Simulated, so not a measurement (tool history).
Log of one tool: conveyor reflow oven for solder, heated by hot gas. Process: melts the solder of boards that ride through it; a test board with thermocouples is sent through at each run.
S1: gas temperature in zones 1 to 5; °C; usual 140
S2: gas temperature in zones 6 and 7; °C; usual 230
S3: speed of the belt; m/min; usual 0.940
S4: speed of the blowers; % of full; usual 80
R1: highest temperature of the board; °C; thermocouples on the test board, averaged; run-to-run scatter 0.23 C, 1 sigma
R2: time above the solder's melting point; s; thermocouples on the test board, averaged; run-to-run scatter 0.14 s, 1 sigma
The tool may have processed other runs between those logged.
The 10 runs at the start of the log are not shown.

{"run": 11, "hour": 110.8, "S1": 140, "S2": 219, "S3": 0.94, "S4": 66, "R1": 200.9, "R2": 27.5}
{"run": 12, "hour": 117.9, "S1": 140, "S2": 230, "S3": 0.862, "S4": 80, "R1": 216.1, "R2": 42.5}
{"run": 13, "hour": 124.9, "S1": 136, "S2": 230, "S3": 0.94, "S4": 80, "R1": 212.5, "R2": 35.5}
{"run": 14, "hour": 131.7, "S1": 136, "S2": 230, "S3": 0.94, "S4": 80, "R1": 212.8, "R2": 35.7}
{"run": 15, "hour": 147.9, "S1": 140, "S2": 230, "S3": 0.94, "S4": 80, "R1": 213.7, "R2": 37.2}
{"run": 16, "hour": 155.6, "S1": 140, "S2": 230, "S3": 0.94, "S4": 80, "R1": 213.8, "R2": 36.9}
{"run": 17, "hour": 168.4, "S1": 140, "S2": 230, "S3": 0.94, "S4": 80, "R1": 213.6, "R2": 37.0}
{"run": 18, "hour": 178.1, "S1": 141, "S2": 239, "S3": 1.002, "S4": 55, "R1": 211.4, "R2": 32.5}
{"run": 19, "hour": 189.0, "S1": 141, "S2": 239, "S3": 0.787, "S4": 55, "R1": 221.0, "R2": 49.2}
{"hour": 199.1, "done": "flux residue cleaned out of gas plates and filters"}
{"run": 20, "hour": 205.6, "S1": 148, "S2": 232, "S3": 1.109, "S4": 87, "R1": 214.4, "R2": 33.5}
{"run": 21, "hour": 217.8, "S1": 151, "S2": 219, "S3": 0.766, "S4": 80, "R1": 212.1, "R2": 50.0}
{"run": 22, "hour": 232.8, "S1": 129, "S2": 219, "S3": 0.766, "S4": 80, "R1": 209.7, "R2": 41.2}
{"run": 23, "hour": 246.3, "S1": 129, "S2": 219, "S3": 0.766, "S4": 80, "R1": 209.5, "R2": 41.3}
{"run": 24, "hour": 256.7, "S1": 140, "S2": 231, "S3": 0.94, "S4": 85, "R1": 216.9, "R2": 39.2}
{"run": 25, "hour": 272.5, "S1": 140, "S2": 220, "S3": 0.927, "S4": 77, "R1": 206.2, "R2": 33.2}
{"run": 26, "hour": 281.7, "S1": 151, "S2": 224, "S3": 0.927, "S4": 77, "R1": 212.0, "R2": 40.1}
{"run": 27, "hour": 294.1, "S1": 127, "S2": 230, "S3": 0.838, "S4": 89, "R1": 218.6, "R2": 42.7}
{"run": 28, "hour": 304.7, "S1": 139, "S2": 230, "S3": 1.066, "S4": 61, "R1": 204.8, "R2": 25.8}
{"run": 29, "hour": 313.1, "S1": 139, "S2": 223, "S3": 1.107, "S4": 81, "R1": 203.9, "R2": 24.9}
{"run": 30, "hour": 320.1, "S1": 139, "S2": 223, "S3": 1.107, "S4": 81, "R1": 204.2, "R2": 24.9}
{"run": 31, "hour": 334.2, "S1": 139, "S2": 223, "S3": 1.107, "S4": 81, "R1": 204.1, "R2": 25.2}
{"run": 32, "hour": 346.2, "S1": 153, "S2": 227, "S3": 1.049, "S4": 65, "R1": 208.1, "R2": 32.4}

Predict each of these 3 candidate next runs independently; none follows another, all start after run 32:
{"run": "A", "hour": 357.2, "S1": 149, "S2": 239, "S3": 0.872, "S4": 65, "R1": "?", "R2": "?"}
{"run": "B", "hour": 357.2, "S1": 153, "S2": 234, "S3": 0.87, "S4": 65, "R1": "?", "R2": "?"}
{"run": "C", "hour": 357.2, "S1": 153, "S2": 227, "S3": 0.903, "S4": 75, "R1": "?", "R2": "?"}

run=A R1=223.0 R2=48.0
run=B R1=220.0 R2=47.5
run=C R1=214.9 R2=43.9
Take away the tool's hidden state, keep each run's random variation, and the runs would have read:
run=A R1=221.2 R2=46.3
run=B R1=218.3 R2=45.8
run=C R1=213.3 R2=42.2
